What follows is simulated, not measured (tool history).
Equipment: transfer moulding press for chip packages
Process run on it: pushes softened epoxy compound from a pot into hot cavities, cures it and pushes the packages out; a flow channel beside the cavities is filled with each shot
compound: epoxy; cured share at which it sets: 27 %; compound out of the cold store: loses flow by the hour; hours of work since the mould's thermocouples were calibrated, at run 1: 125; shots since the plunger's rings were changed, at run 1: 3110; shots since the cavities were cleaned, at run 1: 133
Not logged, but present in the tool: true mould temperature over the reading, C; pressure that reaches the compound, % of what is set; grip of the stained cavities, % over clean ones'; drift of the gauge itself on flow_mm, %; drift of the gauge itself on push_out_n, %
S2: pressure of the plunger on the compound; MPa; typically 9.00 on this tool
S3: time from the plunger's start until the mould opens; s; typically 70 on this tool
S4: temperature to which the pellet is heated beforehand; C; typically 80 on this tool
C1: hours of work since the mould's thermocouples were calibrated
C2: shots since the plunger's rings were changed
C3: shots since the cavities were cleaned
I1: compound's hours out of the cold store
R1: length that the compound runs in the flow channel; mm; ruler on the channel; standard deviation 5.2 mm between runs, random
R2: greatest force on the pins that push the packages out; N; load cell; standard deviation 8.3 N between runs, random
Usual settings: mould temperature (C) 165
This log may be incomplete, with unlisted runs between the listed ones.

{"run": 1, "day": 0.0, "mould temperature (C)": 165, "S2": 9.0, "S3": 70, "S4": 80, "C1": 125, "C2": 3110, "C3": 133, "I1": 14.2, "R1": 983, "R2": 482}
{"run": 2, "day": 0.567, "mould temperature (C)": 172, "S2": 9.0, "S3": 70, "S4": 80, "C1": 132, "C2": 3277, "C3": 300, "I1": 21.1, "R1": 929, "R2": 459}
{"day": 1.146, "done": "cavities cleaned with cleaning compound and waxed"}
{"run": 3, "day": 1.754, "mould temperature (C)": 172, "S2": 9.0, "S3": 70, "S4": 80, "C1": 145, "C2": 3609, "C3": 180, "I1": 32.8, "R1": 855, "R2": 414}
{"run": 4, "day": 2.35, "mould temperature (C)": 165, "S2": 9.0, "S3": 70, "S4": 80, "C1": 153, "C2": 3786, "C3": 357, "I1": 39.6, "R1": 831, "R2": 572}
{"day": 2.721, "done": "cavities cleaned with cleaning compound and waxed"}
{"day": 3.733, "done": "plunger's sealing rings changed"}
{"run": 5, "day": 3.733, "mould temperature (C)": 165, "S2": 7.03, "S3": 70, "S4": 80, "C1": 168, "C2": 0, "C3": 268, "I1": 30.5, "R1": 820, "R2": 557}
{"day": 4.383, "done": "cavities cleaned with cleaning compound and waxed"}
{"run": 6, "day": 4.612, "mould temperature (C)": 165, "S2": 9.0, "S3": 98, "S4": 80, "C1": 178, "C2": 241, "C3": 67, "I1": 29.3, "R1": 945, "R2": 321}
{"run": 7, "day": 5.333, "mould temperature (C)": 165, "S2": 9.0, "S3": 98, "S4": 80, "C1": 186, "C2": 454, "C3": 280, "I1": 18.0, "R1": 1001, "R2": 434}
{"day": 5.962, "done": "cavities cleaned with cleaning compound and waxed"}
{"run": 8, "day": 6.096, "mould temperature (C)": 165, "S2": 9.0, "S3": 70, "S4": 80, "C1": 195, "C2": 660, "C3": 39, "I1": 31.9, "R1": 923, "R2": 425}
{"run": 9, "day": 7.004, "mould temperature (C)": 165, "S2": 9.0, "S3": 70, "S4": 80, "C1": 206, "C2": 930, "C3": 309, "I1": 38.1, "R1": 874, "R2": 561}
{"day": 7.554, "done": "cavities cleaned with cleaning compound and waxed"}
{"run": 10, "day": 7.758, "mould temperature (C)": 165, "S2": 9.0, "S3": 70, "S4": 80, "C1": 215, "C2": 1134, "C3": 61, "I1": 14.1, "R1": 1011, "R2": 437}
{"run": 11, "day": 8.758, "mould temperature (C)": 165, "S2": 9.0, "S3": 70, "S4": 80, "C1": 227, "C2": 1428, "C3": 355, "I1": 16.7, "R1": 987, "R2": 618}
{"day": 9.129, "done": "cavities cleaned with cleaning compound and waxed"}
{"run": 12, "day": 9.904, "mould temperature (C)": 172, "S2": 9.0, "S3": 70, "S4": 80, "C1": 240, "C2": 1749, "C3": 229, "I1": 26.2, "R1": 900, "R2": 439}
{"day": 10.662, "done": "cavities cleaned with cleaning compound and waxed"}
{"run": 13, "day": 10.662, "mould temperature (C)": 172, "S2": 9.0, "S3": 70, "S4": 80, "C1": 249, "C2": 1954, "C3": 0, "I1": 47.2, "R1": 803, "R2": 313}
{"run": 14, "day": 11.375, "mould temperature (C)": 165, "S2": 9.0, "S3": 96, "S4": 80, "C1": 257, "C2": 2164, "C3": 210, "I1": 47.7, "R1": 807, "R2": 439}
{"day": 12.233, "done": "cavities cleaned with cleaning compound and waxed"}
{"run": 15, "day": 12.633, "mould temperature (C)": 158, "S2": 10.04, "S3": 85, "S4": 87, "C1": 272, "C2": 2518, "C3": 118, "I1": 41.9, "R1": 900, "R2": 444}
{"run": 16, "day": 13.688, "mould temperature (C)": 163, "S2": 9.07, "S3": 82, "S4": 86, "C1": 285, "C2": 2829, "C3": 429, "I1": 45.4, "R1": 814, "R2": 541}
{"day": 13.862, "done": "cavities cleaned with cleaning compound and waxed"}
{"run": 17, "day": 14.346, "mould temperature (C)": 161, "S2": 7.33, "S3": 82, "S4": 79, "C1": 292, "C2": 3006, "C3": 144, "I1": 20.4, "R1": 863, "R2": 458}
{"run": 18, "day": 15.075, "mould temperature (C)": 158, "S2": 10.41, "S3": 68, "S4": 80, "C1": 301, "C2": 3220, "C3": 358, "I1": 41.6, "R1": 889, "R2": 905}
{"day": 15.467, "done": "cavities cleaned with cleaning compound and waxed"}
{"run": 19, "day": 15.867, "mould temperature (C)": 158, "S2": 9.8, "S3": 73, "S4": 80, "C1": 310, "C2": 3435, "C3": 117, "I1": 37.5, "R1": 899, "R2": 606}
{"run": 20, "day": 16.421, "mould temperature (C)": 170, "S2": 8.1, "S3": 70, "S4": 74, "C1": 317, "C2": 3600, "C3": 282, "I1": 35.0, "R1": 805, "R2": 479}
{"day": 17.067, "done": "cavities cleaned with cleaning compound and waxed"}
{"run": 21, "day": 17.471, "mould temperature (C)": 170, "S2": 8.1, "S3": 70, "S4": 74, "C1": 329, "C2": 3891, "C3": 120, "I1": 23.3, "R1": 846, "R2": 392}
{"day": 18.392, "done": "plunger's sealing rings changed"}
{"day": 18.717, "done": "cavities cleaned with cleaning compound and waxed"}
{"run": 22, "day": 18.812, "mould temperature (C)": 165, "S2": 8.04, "S3": 50, "S4": 80, "C1": 343, "C2": 105, "C3": 28, "I1": 25.8, "R1": 906, "R2": 945}
{"run": 23, "day": 19.796, "mould temperature (C)": 164, "S2": 6.91, "S3": 89, "S4": 74, "C1": 356, "C2": 396, "C3": 319, "I1": 20.3, "R1": 876, "R2": 454}
{"day": 20.262, "done": "cavities cleaned with cleaning compound and waxed"}
{"run": 24, "day": 20.7, "mould temperature (C)": 168, "S2": 10.92, "S3": 89, "S4": 74, "C1": 366, "C2": 645, "C3": 130, "I1": 46.3, "R1": 925, "R2": 379}
{"run": 25, "day": 21.554, "mould temperature (C)": 163, "S2": 7.24, "S3": 62, "S4": 80, "C1": 376, "C2": 897, "C3": 382, "I1": 37.8, "R1": 794, "R2": 825}
{"day": 21.879, "done": "cavities cleaned with cleaning compound and waxed"}
{"run": 26, "day": 22.8, "mould temperature (C)": 160, "S2": 6.83, "S3": 65, "S4": 79, "C1": 391, "C2": 1246, "C3": 273, "I1": 10.6, "R1": 929, "R2": 924}
{"day": 23.454, "done": "cavities cleaned with cleaning compound and waxed"}
{"run": 27, "day": 23.833, "mould temperature (C)": 165, "S2": 7.05, "S3": 70, "S4": 85, "C1": 403, "C2": 1532, "C3": 111, "I1": 10.3, "R1": 913, "R2": 469}

What if the next run were any one of these 4? Each begins from the tool's condition after run 27:
{"run": "A", "day": 24.646, "mould temperature (C)": 159, "S2": 9.0, "S3": 70, "S4": 80, "C1": 413, "C2": 1772, "C3": 351, "I1": 41.0, "R1": "?", "R2": "?"}
{"run": "B", "day": 24.646, "mould temperature (C)": 158, "S2": 7.79, "S3": 55, "S4": 80, "C1": 413, "C2": 1772, "C3": 351, "I1": 20.8, "R1": "?", "R2": "?"}
{"run": "C", "day": 24.646, "mould temperature (C)": 165, "S2": 9.83, "S3": 52, "S4": 75, "C1": 413, "C2": 1772, "C3": 351, "I1": 18.0, "R1": "?", "R2": "?"}
{"run": "D", "day": 24.646, "mould temperature (C)": 165, "S2": 8.89, "S3": 70, "S4": 73, "C1": 413, "C2": 1772, "C3": 351, "I1": 8.5, "R1": "?", "R2": "?"}

run=A R1=873 R2=804
run=B R1=916 R2=1629
run=C R1=1031 R2=1293
run=D R1=1040 R2=648
With the hidden condition removed and each run's random variation left untouched, the same runs would have given:
run=A R1=903 R2=517
run=B R1=948 R2=1039
run=C R1=1066 R2=827
run=D R1=1075 R2=414

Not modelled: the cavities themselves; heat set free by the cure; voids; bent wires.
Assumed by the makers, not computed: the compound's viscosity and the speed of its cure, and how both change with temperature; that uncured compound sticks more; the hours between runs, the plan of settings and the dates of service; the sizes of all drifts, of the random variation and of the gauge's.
